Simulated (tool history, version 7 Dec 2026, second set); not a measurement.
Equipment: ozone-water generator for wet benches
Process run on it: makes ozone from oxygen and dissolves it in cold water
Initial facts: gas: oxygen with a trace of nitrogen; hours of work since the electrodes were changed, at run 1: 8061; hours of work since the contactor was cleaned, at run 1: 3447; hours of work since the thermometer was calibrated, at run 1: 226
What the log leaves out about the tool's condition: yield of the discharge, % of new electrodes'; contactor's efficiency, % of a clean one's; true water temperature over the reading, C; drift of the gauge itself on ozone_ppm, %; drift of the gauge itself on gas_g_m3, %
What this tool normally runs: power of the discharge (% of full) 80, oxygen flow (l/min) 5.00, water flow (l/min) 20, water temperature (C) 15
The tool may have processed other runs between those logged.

| run | hour | power of the discharge (% of full) | oxygen flow (l/min) | water flow (l/min) | water temperature (C) | hours of work since the electrodes were changed | hours of work since the contactor was cleaned | hours of work since the thermometer was calibrated | dissolved ozone (ppm) | ozone in the gas ahead of the water (g/m3) |
|---|---|---|---|---|---|---|---|---|---|---|
| 1 | 0.0 | 80 | 5.00 | 20 | 15 | 8061 | 3447 | 226 | 30.5 | 283.0 |
| 2 | 204.7 | 80 | 5.00 | 20 | 15 | 8249 | 3635 | 414 | 30.3 | 282.8 |
| 3 | 361.2 | 80 | 5.00 | 20 | 15 | 8393 | 3779 | 558 | 30.3 | 283.3 |
| 4 | 540.4 | 80 | 5.00 | 20 | 15 | 8558 | 3944 | 723 | 30.4 | 282.1 |
| 5 | 692.9 | 80 | 5.00 | 20 | 15 | 8699 | 4085 | 863 | 29.9 | 284.3 |
| 6 | 804.3 | 80 | 5.00 | 20 | 15 | 8801 | 4187 | 966 | 30.2 | 285.0 |
| 7 | 952.8 | 80 | 5.00 | 20 | 15 | 8938 | 4324 | 1103 | 30.3 | 282.1 |
| 8 | 1082.9 | 80 | 5.00 | 20 | 15 | 9058 | 4444 | 1222 | 30.2 | 282.8 |
| 9 | 1302.4 | 80 | 5.00 | 17 | 15 | 9260 | 4646 | 1424 | 34.8 | 284.0 |
| 10 | 1514.3 | 80 | 5.00 | 20 | 7 | 9455 | 4841 | 1619 | 33.2 | 281.1 |
| 11 | 1620.8 | 80 | 5.00 | 20 | 7 | 9553 | 4939 | 1718 | 33.7 | 283.0 |
| 12 | 1819.9 | 80 | 5.00 | 20 | 7 | 9736 | 5122 | 1901 | 33.5 | 282.6 |
| 13 | 2004.4 | 80 | 5.00 | 13 | 15 | 9906 | 5292 | 2071 | 43.0 | 281.5 |
| 14 | 2208.1 | 80 | 5.00 | 14 | 15 | 10093 | 5479 | 2258 | 41.6 | 281.1 |
| 15 | 2337.7 | 71 | 6.76 | 14 | 11 | 10213 | 5599 | 2377 | 37.9 | 211.2 |
| 16 | 2474.2 | 44 | 5.00 | 19 | 10 | 10338 | 5724 | 2503 | 19.6 | 159.6 |
| 17 | 2616.3 | 44 | 5.00 | 19 | 10 | 10469 | 5855 | 2634 | 19.2 | 159.8 |
| 18 | 2804.8 | 40 | 5.00 | 19 | 10 | 10643 | 6029 | 2807 | 17.7 | 145.1 |
| 19 | 2963.2 | 80 | 4.24 | 20 | 11 | 10789 | 6175 | 2953 | 31.6 | 307.6 |
| 20 | 3156.9 | 54 | 5.15 | 25 | 12 | 10967 | 6353 | 3132 | 17.5 | 189.3 |

Estimate the outcome of run 21 from the log above:
| 21 | 3350.7 | 97 | 5.15 | 20 | 12 | 11145 | 6531 | 3310 | ? | ? |

{"run 21": {"dissolved ozone (ppm)": 37.9, "ozone in the gas ahead of the water (g/m3)": 323.3}}
The same run, on a tool lacking any hidden state, would have yielded dissolved ozone (ppm) 38.0, ozone in the gas ahead of the water (g/m3) 332.4.
